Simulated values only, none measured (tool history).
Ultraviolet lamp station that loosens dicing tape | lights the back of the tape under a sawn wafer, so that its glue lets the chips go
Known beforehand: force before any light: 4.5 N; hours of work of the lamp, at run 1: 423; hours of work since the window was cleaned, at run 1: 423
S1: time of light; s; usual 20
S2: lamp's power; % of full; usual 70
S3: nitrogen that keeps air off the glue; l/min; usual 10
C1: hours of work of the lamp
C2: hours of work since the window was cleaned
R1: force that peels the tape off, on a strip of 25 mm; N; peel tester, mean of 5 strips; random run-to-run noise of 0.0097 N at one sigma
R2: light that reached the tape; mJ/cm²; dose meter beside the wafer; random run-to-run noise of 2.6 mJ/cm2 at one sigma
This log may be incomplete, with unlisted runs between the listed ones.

| run | hour | S1 | S2 | S3 | C1 | C2 | R1 | R2 |
|---|---|---|---|---|---|---|---|---|
| 1 | 0.0 | 20 | 70 | 10 | 423 | 423 | 0.417 | 319 |
| 2 | 11.6 | 20 | 70 | 10 | 429 | 429 | 0.412 | 322 |
| 3 | 25.7 | 20 | 70 | 10 | 435 | 435 | 0.411 | 326 |
| 4 | 47.2 | 20 | 70 | 10 | 445 | 445 | 0.410 | 324 |
| 5 | 62.8 | 20 | 70 | 10 | 452 | 452 | 0.425 | 323 |
| 6 | 85.0 | 20 | 70 | 10 | 462 | 462 | 0.435 | 325 |
| 7 | 98.0 | 20 | 70 | 10 | 468 | 468 | 0.426 | 326 |
| 8 | 118.9 | 20 | 70 | 10 | 477 | 477 | 0.401 | 326 |
| 9 | 140.0 | 20 | 70 | 10 | 487 | 487 | 0.411 | 330 |
| 10 | 160.2 | 13 | 70 | 10 | 496 | 496 | 0.906 | 215 |
| 11 | 184.1 | 39 | 70 | 10 | 506 | 506 | 0.117 | 641 |
| 12 | 200.4 | 39 | 70 | 10 | 514 | 514 | 0.116 | 634 |
| 13 | 218.2 | 39 | 70 | 10 | 522 | 522 | 0.119 | 632 |
| 14 | 229.4 | 20 | 64 | 10 | 527 | 527 | 0.514 | 290 |
| 15 | 247.9 | 20 | 64 | 10 | 535 | 535 | 0.486 | 296 |
|  | 255.3 | window cleaned of glue's vapour |
| 16 | 259.8 | 20 | 64 | 10 | 540 | 2 | 0.489 | 296 |
| 17 | 271.0 | 20 | 64 | 10 | 545 | 7 | 0.506 | 293 |
| 18 | 295.3 | 20 | 64 | 10 | 556 | 18 | 0.506 | 300 |
| 19 | 310.3 | 20 | 70 | 10 | 563 | 25 | 0.422 | 323 |
| 20 | 322.3 | 20 | 99 | 10 | 568 | 30 | 0.211 | 459 |
| 21 | 334.8 | 21 | 99 | 10 | 574 | 36 | 0.183 | 481 |
| 22 | 346.9 | 12 | 95 | 4 | 580 | 41 | 0.940 | 266 |
| 23 | 367.2 | 20 | 73 | 10 | 589 | 50 | 0.384 | 332 |
| 24 | 380.0 | 20 | 70 | 12 | 594 | 56 | 0.382 | 325 |
| 25 | 398.2 | 11 | 85 | 19 | 603 | 64 | 0.698 | 222 |
| 26 | 411.3 | 12 | 77 | 3 | 609 | 70 | 1.399 | 213 |
| 27 | 433.9 | 12 | 77 | 3 | 619 | 80 | 1.372 | 218 |
| 28 | 452.5 | 12 | 77 | 3 | 627 | 89 | 1.399 | 218 |
| 29 | 470.0 | 30 | 86 | 18 | 635 | 97 | 0.115 | 597 |
| 30 | 486.4 | 34 | 70 | 4 | 642 | 104 | 0.244 | 545 |
| 31 | 499.5 | 21 | 70 | 6 | 648 | 110 | 0.503 | 344 |
| 32 | 522.9 | 20 | 70 | 5 | 659 | 121 | 0.596 | 330 |
| 33 | 547.4 | 20 | 70 | 5 | 670 | 132 | 0.619 | 324 |
| 34 | 566.1 | 20 | 70 | 5 | 678 | 140 | 0.582 | 325 |
| 35 | 585.8 | 20 | 62 | 3 | 687 | 149 | 0.920 | 286 |
| 36 | 609.9 | 20 | 62 | 3 | 698 | 160 | 0.934 | 290 |
| 37 | 620.8 | 20 | 62 | 3 | 703 | 165 | 0.975 | 288 |
| 38 | 642.4 | 16 | 84 | 18 | 713 | 174 | 0.355 | 312 |
| 39 | 660.0 | 16 | 84 | 18 | 721 | 182 | 0.359 | 309 |
| 40 | 682.9 | 17 | 68 | 7 | 731 | 193 | 0.709 | 268 |
| 41 | 704.9 | 12 | 70 | 14 | 741 | 203 | 0.930 | 195 |
| 42 | 723.1 | 12 | 70 | 14 | 749 | 211 | 0.912 | 196 |

What differs in the tool's unlogged condition from the final listed run ahead of each entry between runs to the first listed run following it?
Runs 15 to 16: window cleaned of glue's vapour (hour 255.3)
  light that the window lets through, % of a clean one's: 99.9 -> 100
